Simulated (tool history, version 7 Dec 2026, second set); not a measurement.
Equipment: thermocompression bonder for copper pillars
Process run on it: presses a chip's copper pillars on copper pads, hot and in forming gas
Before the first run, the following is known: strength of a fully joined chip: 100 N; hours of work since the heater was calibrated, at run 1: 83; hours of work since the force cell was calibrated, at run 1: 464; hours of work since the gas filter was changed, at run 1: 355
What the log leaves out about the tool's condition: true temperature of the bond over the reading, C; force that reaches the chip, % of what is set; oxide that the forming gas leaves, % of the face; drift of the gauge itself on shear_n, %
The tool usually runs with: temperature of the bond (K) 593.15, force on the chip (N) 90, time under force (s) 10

run    hour  temperature of the bond (K)  force on the chip (N)  time under force (s)  hours of work since the heater was calibrated  hours of work since the force cell was calibrated  hours of work since the gas filter was changed  force that shears a chip off (N)
  1     0.0                       593.15                     90                    10                                             83                                                464                                             355                              67.5
       57.3  -- forming gas filter changed
  2    57.3                       593.15                     90                    10                                            109                                                490                                               0                              72.2
  3   104.1                       593.15                     90                    10                                            130                                                511                                              21                              71.5
  4   153.4                       617.15                     90                    10                                            153                                                534                                              44                              79.5
  5   201.1                       593.15                     90                    10                                            174                                                556                                              66                              70.9
  6   257.3                       593.15                     90                    10                                            200                                                581                                              91                              72.2
  7   307.2                       593.15                     76                    10                                            223                                                604                                             114                              62.3
  8   366.9                       593.15                     76                    10                                            250                                                631                                             141                              61.6
  9   418.4                       593.15                     76                    10                                            274                                                655                                             165                              61.6
 10   463.5                       593.15                     76                    10                                            294                                                675                                             185                              62.3
      470.3  -- force cell calibrated
 11   535.2                       593.15                     76                    10                                            326                                                 30                                             217                              62.0
 12   582.2                       593.15                     76                    10                                            348                                                 51                                             239                              61.5
      639.0  -- force cell calibrated, once more
 13   643.5                       593.15                     76                    10                                            375                                                  2                                             266                              59.2
 14   715.5                       580.15                     90                     6                                            408                                                 35                                             299                              52.6
 15   757.7                       603.15                     54                    11                                            427                                                 54                                             318                              46.9
 16   812.3                       571.15                     90                    12                                            452                                                 79                                             343                              60.3
 17   873.2                       608.15                     90                    14                                            480                                                107                                             371                              75.7
      895.4  -- forming gas filter changed
 18   918.9                       593.15                    101                    18                                            500                                                127                                              11                              84.8
 19   991.2                       593.15                     55                    18                                            533                                                160                                              44                              55.0
 20  1071.6                       606.15                     80                    14                                            570                                                197                                              80                              73.6
 21  1139.1                       606.15                     80                    14                                            601                                                228                                             111                              73.8
 22  1195.3                       606.15                     80                    14                                            627                                                254                                             137                              74.7

Each run again, without the hidden state but with its own random variation kept:
run  force that shears a chip off (N)
  1                              71.1
  2                              71.2
  3                              70.8
  4                              79.2
  5                              70.8
  6                              72.4
  7                              62.5
  8                              62.1
  9                              62.4
 10                              63.3
 11                              62.3
 12                              62.1
 13                              63.4
 14                              56.8
 15                              50.8
 16                              65.4
 17                              81.6
 18                              86.2
 19                              56.9
 20                              75.9
 21                              76.5
 22                              77.6
